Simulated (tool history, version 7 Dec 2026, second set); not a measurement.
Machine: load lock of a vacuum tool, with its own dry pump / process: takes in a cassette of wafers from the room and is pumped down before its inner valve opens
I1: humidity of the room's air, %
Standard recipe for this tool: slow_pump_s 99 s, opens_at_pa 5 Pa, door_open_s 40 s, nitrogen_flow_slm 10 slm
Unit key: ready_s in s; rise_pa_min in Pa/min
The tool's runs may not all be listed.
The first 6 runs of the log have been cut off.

Run 7, day 27.996: usual settings but opens_at_pa 7 Pa; I1 42.3. Result: ready_s 180.0 s, rise_pa_min 0.043 Pa/min.
Run 8, day 34.162: usual settings; I1 42.2. Result: ready_s 184.7 s, rise_pa_min 0.041 Pa/min.
Run 9, day 37.917: usual settings; I1 43.4. Result: ready_s 182.1 s, rise_pa_min 0.053 Pa/min.
Run 10, day 41.771: usual settings; I1 49.1. Result: ready_s 183.7 s, rise_pa_min 0.051 Pa/min.
Run 11, day 47.929: usual settings; I1 46.3. Result: ready_s 186.8 s, rise_pa_min 0.052 Pa/min.
Run 12, day 53.375: usual settings but nitrogen_flow_slm 8 slm; I1 44.1. Result: ready_s 183.3 s, rise_pa_min 0.048 Pa/min.
Run 13, day 57.654: usual settings but slow_pump_s 160 s; I1 43.2. Result: ready_s 229.0 s, rise_pa_min 0.049 Pa/min.
Run 14, day 60.917: usual settings but slow_pump_s 160 s; I1 46.1. Result: ready_s 230.3 s, rise_pa_min 0.049 Pa/min.
Run 15, day 65.567: usual settings; I1 45.4. Result: ready_s 185.0 s, rise_pa_min 0.051 Pa/min.
Run 16, day 70.217: usual settings; I1 47.6. Result: ready_s 183.9 s, rise_pa_min 0.047 Pa/min.
Run 17, day 76.158: usual settings but slow_pump_s 79 s; I1 42.8. Result: ready_s 172.4 s, rise_pa_min 0.048 Pa/min.
Run 18, day 82.175: usual settings but slow_pump_s 79 s; I1 46.1. Result: ready_s 171.7 s, rise_pa_min 0.057 Pa/min.
Run 19, day 87.833: usual settings but slow_pump_s 79 s; I1 46.7. Result: ready_s 170.6 s, rise_pa_min 0.058 Pa/min.
Run 20, day 93.754: usual settings but slow_pump_s 79 s; I1 46.1. Result: ready_s 171.0 s, rise_pa_min 0.057 Pa/min.
Run 21, day 98.075: usual settings but slow_pump_s 88 s, opens_at_pa 8 Pa, door_open_s 87 s, nitrogen_flow_slm 4 slm; I1 45.0. Result: ready_s 173.5 s, rise_pa_min 0.083 Pa/min.
Run 22, day 103.179: usual settings but slow_pump_s 88 s, opens_at_pa 8 Pa, door_open_s 87 s, nitrogen_flow_slm 4 slm; I1 46.5. Result: ready_s 172.8 s, rise_pa_min 0.090 Pa/min.
Run 23, day 109.567: usual settings but slow_pump_s 88 s, opens_at_pa 8 Pa, door_open_s 87 s, nitrogen_flow_slm 4 slm; I1 44.3. Result: ready_s 173.8 s, rise_pa_min 0.087 Pa/min.
Run 24, day 116.742: usual settings but slow_pump_s 88 s, door_open_s 85 s, nitrogen_flow_slm 15 slm; I1 42.9. Result: ready_s 179.1 s, rise_pa_min 0.071 Pa/min.
Run 25, day 121.783: usual settings but slow_pump_s 88 s, door_open_s 235 s, nitrogen_flow_slm 15 slm; I1 45.1. Result: ready_s 181.1 s, rise_pa_min 0.109 Pa/min.
Run 26, day 126.917: usual settings but opens_at_pa 8 Pa; I1 45.3. Result: ready_s 182.8 s, rise_pa_min 0.063 Pa/min.
Run 27, day 131.512: usual settings but slow_pump_s 54 s, nitrogen_flow_slm 26 slm; I1 49.8. Result: ready_s 155.7 s, rise_pa_min 0.057 Pa/min.
Run 28, day 135.392: usual settings but slow_pump_s 91 s, opens_at_pa 9 Pa; I1 43.1. Result: ready_s 174.5 s, rise_pa_min 0.061 Pa/min.

Run 29 is up next; what results do you expect?
Run 29, day 140.017: usual settings but slow_pump_s 91 s, opens_at_pa 9 Pa; I1 44.2. Result: ready_s ?, rise_pa_min ?.

{"run 29": {"ready_s": 175.4, "rise_pa_min": 0.064}}
Minus the tool's unlogged condition, the same run would have read ready_s 158.7 s, rise_pa_min 0.031 Pa/min.
